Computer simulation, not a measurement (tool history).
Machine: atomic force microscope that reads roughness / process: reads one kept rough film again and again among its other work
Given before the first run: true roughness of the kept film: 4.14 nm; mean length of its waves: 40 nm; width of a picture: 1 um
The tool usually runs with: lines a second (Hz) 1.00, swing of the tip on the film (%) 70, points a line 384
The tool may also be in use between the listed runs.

run	hour	lines a second (Hz)	swing of the tip on the film (%)	points a line	roughness of the kept film (nm (root mean square))
1	0.0	1.00	70	384	2.904
2	6.2	1.00	70	384	2.853
3	18.5	1.00	70	384	2.790
4	25.0	1.00	70	630	2.781
# hour 37.8: new tip fitted
5	39.3	1.00	70	630	3.505
6	50.1	1.00	70	384	3.414
7	60.2	1.00	62	384	3.456
8	74.4	1.00	70	384	3.263
9	86.8	1.00	70	384	3.191
10	100.7	1.00	75	384	3.056
11	113.7	1.00	75	491	2.996
12	121.3	1.00	75	491	2.946
13	131.8	1.00	75	491	2.893
14	142.2	1.00	75	491	2.845
15	154.9	1.00	75	491	2.809
16	161.1	1.00	75	491	2.755
17	167.4	1.00	75	491	2.722
18	174.2	1.00	65	384	2.804
# hour 178.9: new tip fitted
19	185.3	1.00	81	384	3.273
20	196.3	1.00	89	384	3.094
21	210.9	1.00	89	285	2.974
22	224.6	1.00	89	285	2.938
23	236.3	1.00	89	285	2.821
24	246.9	1.00	89	285	2.801
25	261.0	1.00	89	285	2.725
26	268.7	1.00	85	723	2.787
27	277.4	1.00	67	684	2.946
28	283.5	1.78	68	999	2.794
29	293.4	1.78	68	999	2.780
30	303.6	1.78	68	999	2.731
31	314.8	1.78	68	999	2.663
# hour 319.6: new tip fitted
32	329.2	1.78	68	999	3.293
33	340.2	0.57	77	376	3.350
34	353.5	0.57	77	376	3.274
35	360.2	0.53	70	689	3.325
36	369.6	2.60	55	338	3.142
37	382.0	3.08	64	724	2.913
38	394.0	3.08	64	724	2.860
39	401.9	3.08	64	544	2.796
40	413.5	3.70	73	462	2.452
41	421.6	3.70	73	462	2.399
42	428.6	3.70	73	462	2.367
43	435.0	0.89	73	462	2.812
44	443.4	2.08	66	259	2.679
45	450.2	3.79	69	722	2.396
# hour 460.4: new tip fitted
46	462.3	3.79	69	722	3.010
47	470.4	0.60	69	365	3.490

Measured less the same run without the tool's hidden state. The same run-to-run variation is in both; the gauge's scatter may not be:
Hidden state present: radius of the tip, nm; height scale over the true one, %; drift of the gauge itself on roughness_nm, %.
run	roughness of the kept film (nm (root mean square))
1	-0.624
2	-0.651
3	-0.710
4	-0.751
5	-0.028
6	-0.097
7	-0.168
8	-0.247
9	-0.327
10	-0.393
11	-0.465
12	-0.503
13	-0.565
14	-0.615
15	-0.672
16	-0.692
17	-0.722
18	-0.778
19	-0.057
20	-0.124
21	-0.207
22	-0.286
23	-0.347
24	-0.399
25	-0.465
26	-0.520
27	-0.606
28	-0.600
29	-0.655
30	-0.697
31	-0.743
32	-0.114
33	-0.188
34	-0.267
35	-0.320
36	-0.363
37	-0.405
38	-0.468
39	-0.499
40	-0.489
41	-0.514
42	-0.544
43	-0.676
44	-0.692
45	-0.654
46	-0.043
47	-0.110

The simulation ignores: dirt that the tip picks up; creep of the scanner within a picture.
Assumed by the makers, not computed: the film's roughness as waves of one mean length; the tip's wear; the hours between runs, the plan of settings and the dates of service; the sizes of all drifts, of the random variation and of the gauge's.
